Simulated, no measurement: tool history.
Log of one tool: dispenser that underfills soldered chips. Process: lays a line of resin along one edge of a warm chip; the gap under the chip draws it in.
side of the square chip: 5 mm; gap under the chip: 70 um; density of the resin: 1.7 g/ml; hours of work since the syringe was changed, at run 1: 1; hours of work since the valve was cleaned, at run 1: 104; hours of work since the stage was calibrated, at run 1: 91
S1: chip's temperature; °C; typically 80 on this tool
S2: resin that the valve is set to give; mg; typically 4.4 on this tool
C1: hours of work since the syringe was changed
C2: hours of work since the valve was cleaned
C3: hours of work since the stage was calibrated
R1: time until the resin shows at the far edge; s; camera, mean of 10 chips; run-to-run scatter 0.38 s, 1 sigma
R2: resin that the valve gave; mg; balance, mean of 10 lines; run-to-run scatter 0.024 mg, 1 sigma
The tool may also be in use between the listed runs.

run	hour	S1	S2	C1	C2	C3	R1	R2
1	0	80	4.4	1	104	91	25.1	4.17
2	2.4	95	4.4	2	105	93	16.1	4.21
3	5.5	95	4.4	4	107	95	18.3	4.17
4	8.5	95	4.4	6	109	97	19.4	4.17
5	10.9	95	4.4	8	111	99	20.1	4.16
6	12.8	88	4.72	9	112	100	25.2	4.44
# hour 15.1: new syringe of resin
7	17.5	78	3.86	2	115	103	28.7	3.62
8	19.8	78	3.86	3	117	105	29.4	3.64
9	23.8	78	3.86	6	119	107	33.6	3.64
10	26.1	78	3.86	7	121	109	35.3	3.6

Alternative continuations, all from the tool just after run 10; predict every row:
A	28.5	67	4.55	9	123	110	?	?
B	28.5	80	4.05	9	123	110	?	?
C	28.5	81	4.4	9	123	110	?	?
D	28.5	94	4	9	123	110	?	?

run	R1	R2
A	52.7	4.26
B	33.5	3.83
C	32.2	4.11
D	21.9	3.76
Take away the tool's hidden state, keep each run's random variation, and the runs would have read:
run	R1	R2
A	37.7	4.54
B	23.8	4.08
C	23.1	4.39
D	15.6	4.01
